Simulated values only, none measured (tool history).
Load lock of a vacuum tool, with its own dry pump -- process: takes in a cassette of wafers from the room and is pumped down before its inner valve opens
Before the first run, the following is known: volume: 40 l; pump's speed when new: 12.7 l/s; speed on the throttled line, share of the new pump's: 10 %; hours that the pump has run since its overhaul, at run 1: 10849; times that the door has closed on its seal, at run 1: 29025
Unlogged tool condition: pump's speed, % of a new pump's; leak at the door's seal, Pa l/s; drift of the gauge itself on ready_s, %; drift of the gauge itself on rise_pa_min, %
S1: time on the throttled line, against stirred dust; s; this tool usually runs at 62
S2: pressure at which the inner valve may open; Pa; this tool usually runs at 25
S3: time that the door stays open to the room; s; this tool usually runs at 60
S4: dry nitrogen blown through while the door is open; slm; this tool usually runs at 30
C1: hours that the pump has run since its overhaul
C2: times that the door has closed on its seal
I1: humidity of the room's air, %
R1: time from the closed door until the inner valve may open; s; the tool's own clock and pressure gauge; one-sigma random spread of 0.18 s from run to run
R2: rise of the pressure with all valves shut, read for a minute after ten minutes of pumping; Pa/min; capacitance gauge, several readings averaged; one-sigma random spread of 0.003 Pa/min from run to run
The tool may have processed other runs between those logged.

run 1 day=0 | S1=62 S2=25 S3=60 S4=30 | C1=10849 C2=29025 | I1=43.2 | R1=83.5 R2=0.08
run 2 day=10.9 | S1=62 S2=25 S3=60 S4=30 | C1=11110 C2=29777 | I1=45.9 | R1=83.6 R2=0.095
run 3 day=17.317 | S1=62 S2=25 S3=60 S4=30 | C1=11264 C2=30220 | I1=46.3 | R1=83.8 R2=0.093
run 4 day=22.083 | S1=62 S2=25 S3=60 S4=30 | C1=11379 C2=30549 | I1=46 | R1=83.6 R2=0.089
run 5 day=27.517 | S1=62 S2=25 S3=60 S4=30 | C1=11509 C2=30924 | I1=46.3 | R1=83.5 R2=0.093
run 6 day=33.883 | S1=62 S2=25 S3=60 S4=30 | C1=11662 C2=31364 | I1=48.3 | R1=83.6 R2=0.097
run 7 day=39.146 | S1=62 S2=25 S3=60 S4=30 | C1=11788 C2=31727 | I1=47.3 | R1=83.8 R2=0.096
run 8 day=45.025 | S1=62 S2=25 S3=60 S4=30 | C1=11929 C2=32133 | I1=42.5 | R1=83.9 R2=0.098
run 9 day=50.404 | S1=62 S2=25 S3=72 S4=30 | C1=12058 C2=32504 | I1=42.3 | R1=83.6 R2=0.103
run 10 day=55.208 | S1=62 S2=25 S3=26 S4=30 | C1=12174 C2=32836 | I1=42.7 | R1=84.2 R2=0.086
run 11 day=62.538 | S1=62 S2=25 S3=26 S4=30 | C1=12349 C2=33341 | I1=47.5 | R1=83.8 R2=0.091
run 12 day=71.725 | S1=62 S2=25 S3=26 S4=30 | C1=12570 C2=33976 | I1=46.1 | R1=84.1 R2=0.103
run 13 day=81.454 | S1=62 S2=25 S3=60 S4=30 | C1=12803 C2=34647 | I1=45.7 | R1=83.8 R2=0.107
run 14 day=90.412 | S1=62 S2=25 S3=60 S4=30 | C1=13018 C2=35265 | I1=46.9 | R1=83.8 R2=0.101
run 15 day=95.604 | S1=62 S2=25 S3=60 S4=30 | C1=13143 C2=35624 | I1=43.8 | R1=83.8 R2=0.111
run 16 day=100.688 | S1=46 S2=25 S3=60 S4=30 | C1=13265 C2=35975 | I1=49 | R1=69.8 R2=0.114
run 17 day=109.412 | S1=62 S2=25 S3=60 S4=30 | C1=13474 C2=36577 | I1=42.9 | R1=83.8 R2=0.117
run 18 day=117.354 | S1=37 S2=25 S3=60 S4=30 | C1=13665 C2=37125 | I1=43.3 | R1=62 R2=0.115
run 19 day=122.929 | S1=62 S2=34 S3=60 S4=33 | C1=13799 C2=37510 | I1=43 | R1=82.7 R2=0.121
run 20 day=132.533 | S1=95 S2=35 S3=144 S4=16 | C1=14029 C2=38173 | I1=50.8 | R1=112 R2=0.145
run 21 day=139.804 | S1=95 S2=35 S3=144 S4=16 | C1=14204 C2=38675 | I1=46.8 | R1=112 R2=0.142
run 22 day=148.129 | S1=95 S2=35 S3=144 S4=16 | C1=14404 C2=39249 | I1=46.1 | R1=112 R2=0.139
run 23 day=159.596 | S1=95 S2=35 S3=144 S4=5 | C1=14679 C2=40041 | I1=46 | R1=112.3 R2=0.161
run 24 day=170 | S1=95 S2=35 S3=144 S4=5 | C1=14929 C2=40759 | I1=45.1 | R1=112.5 R2=0.163
-- day=175.117 dry pump taken out, an overhauled one fitted
run 25 day=178.721 | S1=48 S2=25 S3=60 S4=30 | C1=87 C2=41344 | I1=44.3 | R1=68.8 R2=0.133
run 26 day=186.4 | S1=43 S2=34 S3=207 S4=7 | C1=271 C2=41874 | I1=48.6 | R1=64 R2=0.178
run 27 day=197.342 | S1=43 S2=34 S3=207 S4=7 | C1=533 C2=42629 | I1=45 | R1=63.5 R2=0.175
run 28 day=205.675 | S1=43 S2=34 S3=207 S4=7 | C1=733 C2=43204 | I1=43.1 | R1=63.5 R2=0.175
run 29 day=216.883 | S1=43 S2=34 S3=207 S4=7 | C1=1002 C2=43978 | I1=44.4 | R1=63.5 R2=0.178
run 30 day=225.096 | S1=43 S2=34 S3=207 S4=7 | C1=1199 C2=44545 | I1=46 | R1=63.7 R2=0.184
run 31 day=229.9 | S1=47 S2=24 S3=236 S4=6 | C1=1315 C2=44876 | I1=49.7 | R1=68.2 R2=0.206
run 32 day=236.083 | S1=47 S2=24 S3=158 S4=6 | C1=1463 C2=45303 | I1=44.3 | R1=68.5 R2=0.181
run 33 day=246.417 | S1=108 S2=19 S3=44 S4=22 | C1=1711 C2=46016 | I1=46.5 | R1=124.1 R2=0.156
run 34 day=252.821 | S1=57 S2=19 S3=44 S4=19 | C1=1865 C2=46458 | I1=40.9 | R1=78.2 R2=0.156
run 35 day=260.954 | S1=57 S2=19 S3=30 S4=8 | C1=2060 C2=47020 | I1=43.9 | R1=78.1 R2=0.162
run 36 day=269.946 | S1=62 S2=25 S3=60 S4=35 | C1=2276 C2=47640 | I1=43 | R1=82 R2=0.156

Consider 5 possible next runs. They are alternatives, not a sequence: every one starts from the tool as it was left by run 36. What does each give?
run A day=279.846 | S1=74 S2=33 S3=60 S4=44 | C1=2513 C2=48324 | I1=45.8 | R1=? R2=?
run B day=279.846 | S1=39 S2=46 S3=146 S4=35 | C1=2513 C2=48324 | I1=44.1 | R1=? R2=?
run C day=279.846 | S1=62 S2=25 S3=60 S4=24 | C1=2513 C2=48324 | I1=41.3 | R1=? R2=?
run D day=279.846 | S1=36 S2=25 S3=30 S4=35 | C1=2513 C2=48324 | I1=49.8 | R1=? R2=?
run E day=279.846 | S1=62 S2=34 S3=60 S4=9 | C1=2513 C2=48324 | I1=45.2 | R1=? R2=?

run=A R1=91.6 R2=0.16
run=B R1=59.7 R2=0.178
run=C R1=81.9 R2=0.167
run=D R1=58.6 R2=0.16
run=E R1=81 R2=0.172
Without the tool's hidden state the same runs would have given:
run=A R1=91.4 R2=0.008
run=B R1=59.5 R2=0.027
run=C R1=81.7 R2=0.017
run=D R1=58.4 R2=0.011
run=E R1=80.8 R2=0.021

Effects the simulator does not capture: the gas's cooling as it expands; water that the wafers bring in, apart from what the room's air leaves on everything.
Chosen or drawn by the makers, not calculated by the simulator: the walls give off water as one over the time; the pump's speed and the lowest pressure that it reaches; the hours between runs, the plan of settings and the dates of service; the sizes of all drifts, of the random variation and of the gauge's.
